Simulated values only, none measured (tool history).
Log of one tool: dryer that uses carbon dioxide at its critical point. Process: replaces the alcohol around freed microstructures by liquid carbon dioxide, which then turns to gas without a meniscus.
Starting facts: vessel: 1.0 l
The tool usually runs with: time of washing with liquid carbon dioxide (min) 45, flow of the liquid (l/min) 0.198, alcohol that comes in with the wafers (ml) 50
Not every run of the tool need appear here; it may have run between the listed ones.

run,hour,time of washing with liquid carbon dioxide (min),flow of the liquid (l/min),alcohol that comes in with the wafers (ml),alcohol left in the vessel before it's heated (ppm by volume)
1,0.0,45,0.198,50,123
2,12.8,45,0.198,50,123
3,26.0,45,0.198,50,132
4,41.6,45,0.198,50,130
5,53.5,45,0.198,50,125
6,61.2,45,0.198,50,137
7,77.1,45,0.198,50,140
8,85.2,45,0.198,23,63
9,102.7,45,0.198,23,77
10,120.2,45,0.198,23,84
11,128.0,36,0.198,31,273
12,145.3,36,0.198,31,259
13,155.9,45,0.319,64,31
14,164.8,50,0.240,50,52
15,180.6,42,0.155,71,847
16,190.7,40,0.198,48,253
17,200.3,31,0.198,50,824
18,209.0,47,0.169,98,478

Predict each of these 4 candidate next runs independently; none follows another, all start after run 18:
A,226.9,44,0.240,98,?
B,226.9,29,0.244,53,?
C,226.9,61,0.120,114,?
D,226.9,47,0.169,111,?

run,alcohol left in the vessel before it's heated (ppm by volume)
A,113
B,515
C,766
D,539
Take away the tool's hidden state, keep each run's random variation, and the runs would have read:
run,alcohol left in the vessel before it's heated (ppm by volume)
A,52
B,356
C,530
D,356
